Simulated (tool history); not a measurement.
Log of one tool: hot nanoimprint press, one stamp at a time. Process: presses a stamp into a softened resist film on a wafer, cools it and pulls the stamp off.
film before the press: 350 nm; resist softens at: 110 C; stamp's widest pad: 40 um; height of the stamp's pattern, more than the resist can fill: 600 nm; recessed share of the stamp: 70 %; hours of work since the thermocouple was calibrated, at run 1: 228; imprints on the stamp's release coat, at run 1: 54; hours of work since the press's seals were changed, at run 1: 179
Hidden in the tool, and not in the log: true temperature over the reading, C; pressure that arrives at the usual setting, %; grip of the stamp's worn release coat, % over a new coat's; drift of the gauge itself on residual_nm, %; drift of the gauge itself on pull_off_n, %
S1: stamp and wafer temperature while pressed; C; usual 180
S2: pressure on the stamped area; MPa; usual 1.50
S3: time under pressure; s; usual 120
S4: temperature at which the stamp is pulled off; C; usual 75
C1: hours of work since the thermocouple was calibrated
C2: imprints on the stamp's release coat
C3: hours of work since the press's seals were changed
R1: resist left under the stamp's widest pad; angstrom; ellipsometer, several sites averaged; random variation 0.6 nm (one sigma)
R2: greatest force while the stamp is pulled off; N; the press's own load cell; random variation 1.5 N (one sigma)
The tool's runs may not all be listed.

run     day   S1    S2   S3  S4   C1    C2   C3    R1   R2
  1   0.000  180  1.50  120  75  228    54  179  1818  100
  2   1.025  180  1.50  120  75  246   135  198  1817  100
  3   1.879  180  1.50  120  75  261   201  213  1806  101
  4   2.492  180  1.50  120  75  272   249  223  1809  103
  5   3.121  180  1.50  120  75  283   299  235  1815  103
  6   3.783  180  1.50  120  65  295   350  246  1804  108
  7   4.596  180  1.50  120  65  309   414  261  1825  107
  8   5.275  180  1.50  120  65  321   467  273  1816  110
  9   5.950  180  1.50  163  75  333   520  285  1627  101
 10   6.967  180  1.50  163  75  351   600  303  1619  102
 11   7.838  180  1.50  120  75  366   668  318  1813  104
 12   8.521  180  1.50  128  75  378   721  330  1770  103
      9.325  -- plate thermocouple calibrated
 13   9.438  180  1.50  128  75    2   783  344  1771  101
 14  10.442  180  1.50  120  75   20   862  362  1810  103
 15  11.267  180  1.50  186  75   34   926  376  1565  102
 16  11.992  180  1.10  186  75   47   983  389  1796  103
 17  12.500  180  1.10  122  75   56  1022  398  2057  101
 18  13.117  180  1.07   88  74   67  1071  409  2293  105
 19  13.696  180  1.07   88  74   77  1116  419  2301  106
 20  14.592  180  1.73  114  75   93  1186  435  1749  101
 21  15.175  180  1.73  114  75  103  1232  445  1736  104
 22  15.954  188  0.99  114  75  117  1293  459  1670  101
 23  16.938  188  0.99  114  77  135  1370  477  1669  102
     17.954  -- stamp cleaned and given a new release coat
 24  18.204  191  2.08   82  75  153    19  495  1185  102
 25  19.221  191  2.08   82  75  170    99  512  1175  102
 26  20.096  178  2.29   62  83  186   167  528  2030   97
 27  20.608  178  2.29   62  83  195   208  537  2040   97
 28  21.171  175  2.29   93  83  205   252  547  2013   97
 29  22.162  178  1.41  120  75  222   329  564  2004  100

Forecast each of these 4 alternatives for the next run:
  A  22.712  178  1.41  120  75  232  372  574   ?   ?
  B  22.712  189  0.92  120  73  232  372  574   ?   ?
  C  22.712  184  1.03  120  75  232  372  574   ?   ?
  D  22.712  183  1.50  120  75  232  372  574   ?   ?

run    R1   R2
  A  2006  100
  B  1638  103
  C  1852  102
  D  1618  105
Without the tool's hidden state the same runs would have given:
run    R1   R2
  A  2007  100
  B  1639  103
  C  1853  102
  D  1619  105
